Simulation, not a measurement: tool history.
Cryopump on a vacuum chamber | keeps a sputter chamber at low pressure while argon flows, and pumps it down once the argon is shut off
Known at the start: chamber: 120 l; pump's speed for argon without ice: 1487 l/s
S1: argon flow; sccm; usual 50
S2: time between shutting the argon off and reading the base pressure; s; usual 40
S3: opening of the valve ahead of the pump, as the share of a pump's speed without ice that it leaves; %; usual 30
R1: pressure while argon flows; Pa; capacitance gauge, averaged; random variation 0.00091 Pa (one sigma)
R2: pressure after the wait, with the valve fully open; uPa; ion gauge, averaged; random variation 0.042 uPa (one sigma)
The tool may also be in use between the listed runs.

run	hour	S1	S2	S3	R1	R2
1	0	50	40	30	0.2043	3.07
2	51.8	20	40	30	0.0828	3.01
3	137.2	50	40	30	0.2106	3.19
4	214.3	50	40	30	0.2129	3.23
5	254.5	50	40	17	0.3629	3.26
6	309.6	50	40	30	0.2194	3.28
7	380.4	50	40	30	0.2224	3.52
8	471.1	48	40	22	0.2512	3.03
9	562.6	72	52	49	0.1732	2.52
10	648.9	50	26	17	0.3421	4.3
11	716.3	61	214	20	0.3593	1.3
12	753.9	20	214	38	0.0641	1.35
13	800.3	51	146	17	0.353	1.5
14	837.8	53	146	17	0.3682	1.6

Taken out of this log: 1 entry between the listed runs. Where each belongs, and how the hidden state differs across it:
Between runs 7 and 8: pump warmed up, emptied and cooled again (hour 451.2)
  pump's speed, % of a pump's without ice: 64.7 -> 98.9; cold plate's temperature, K: 13.35 -> 13.4; leak into the chamber, uPa l/s: 1051 -> 1078
  measured less the result without the state, R1: +0.0334 -> +0.0022 Pa; R2: +0.95 -> +0.55 uPa

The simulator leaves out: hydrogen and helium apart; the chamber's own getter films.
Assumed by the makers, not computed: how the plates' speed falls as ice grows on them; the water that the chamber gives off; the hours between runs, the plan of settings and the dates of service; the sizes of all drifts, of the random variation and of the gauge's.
